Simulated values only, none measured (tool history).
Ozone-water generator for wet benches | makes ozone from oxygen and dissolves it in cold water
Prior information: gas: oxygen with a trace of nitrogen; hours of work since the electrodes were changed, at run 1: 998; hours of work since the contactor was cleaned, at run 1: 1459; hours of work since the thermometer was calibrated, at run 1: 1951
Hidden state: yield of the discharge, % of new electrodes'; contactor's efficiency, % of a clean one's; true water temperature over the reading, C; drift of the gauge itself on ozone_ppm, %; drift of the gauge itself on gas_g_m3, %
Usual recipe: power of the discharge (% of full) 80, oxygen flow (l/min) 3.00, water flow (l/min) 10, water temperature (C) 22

run    hour  power of the discharge (% of full)  oxygen flow (l/min)  water flow (l/min)  water temperature (C)  hours of work since the electrodes were changed  hours of work since the contactor was cleaned  hours of work since the thermometer was calibrated  dissolved ozone (ppm)  ozone in the gas ahead of the water (g/m3)
  1     0.0                                  80                 3.00                  10                     22                                              998                                           1459                                                1951                   18.4                                       182.6
  2    65.3                                  80                 3.00                  10                     22                                             1043                                           1504                                                1996                   17.9                                       182.9
  3   144.9                                  80                 3.00                  10                     22                                             1098                                           1559                                                2051                   18.5                                       183.0
  4   229.7                                  80                 3.00                  10                     22                                             1157                                           1618                                                2110                   17.9                                       182.5
  5   290.9                                  80                 3.00                  10                     22                                             1199                                           1660                                                2152                   17.8                                       181.6
  6   367.4                                  80                 3.00                  10                     22                                             1252                                           1713                                                2205                   18.0                                       180.8
      375.2  -- contactor cleaned
  7   411.6                                  80                 3.00                  10                     22                                             1280                                             25                                                2233                   17.6                                       181.8
  8   465.5                                  80                 3.00                  10                     22                                             1317                                             62                                                2270                   17.4                                       182.2
  9   538.6                                  80                 3.00                  10                     22                                             1367                                            113                                                2321                   17.4                                       179.4
 10   625.0                                  80                 3.00                   9                     22                                             1427                                            173                                                2381                   19.2                                       180.1
      695.1  -- contactor cleaned, once more
 11   702.9                                  52                 3.00                  10                     22                                             1478                                              5                                                2432                   14.3                                       139.0
 12   739.9                                  86                 3.00                  11                     22                                             1504                                             31                                                2457                   17.8                                       188.4
 13   783.0                                  86                 3.00                   7                     25                                             1534                                             61                                                2487                   23.2                                       188.2
 14   828.2                                  86                 3.00                   7                     25                                             1565                                             92                                                2518                   23.0                                       186.7
 15   888.5                                  50                 3.00                  10                     22                                             1607                                            134                                                2560                   13.9                                       137.5
 16   973.7                                  95                 1.60                  13                     16                                             1666                                            193                                                2619                   17.1                                       288.1
 17  1062.1                                  86                 3.81                   7                     29                                             1727                                            254                                                2680                   19.3                                       158.9
 18  1139.6                                  86                 3.81                   7                     29                                             1780                                            307                                                2734                   19.3                                       160.2

Alternative continuations, all from the tool just after run 18; predict every row:
  A  1225.5                                  89                 3.00                  10                     16                                             1840                                            367                                                2793                      ?                                           ?
  B  1225.5                                  64                 3.00                  10                     22                                             1840                                            367                                                2793                      ?                                           ?
  C  1225.5                                  42                 3.81                   7                     18                                             1840                                            367                                                2793                      ?                                           ?

run  dissolved ozone (ppm)  ozone in the gas ahead of the water (g/m3)
  A                   21.0                                       189.0
  B                   15.9                                       159.0
  C                   16.3                                       106.6
With no hidden state in the tool, these same runs would have given:
run  dissolved ozone (ppm)  ozone in the gas ahead of the water (g/m3)
  A                   22.7                                       199.5
  B                   17.1                                       166.3
  C                   17.2                                       110.2
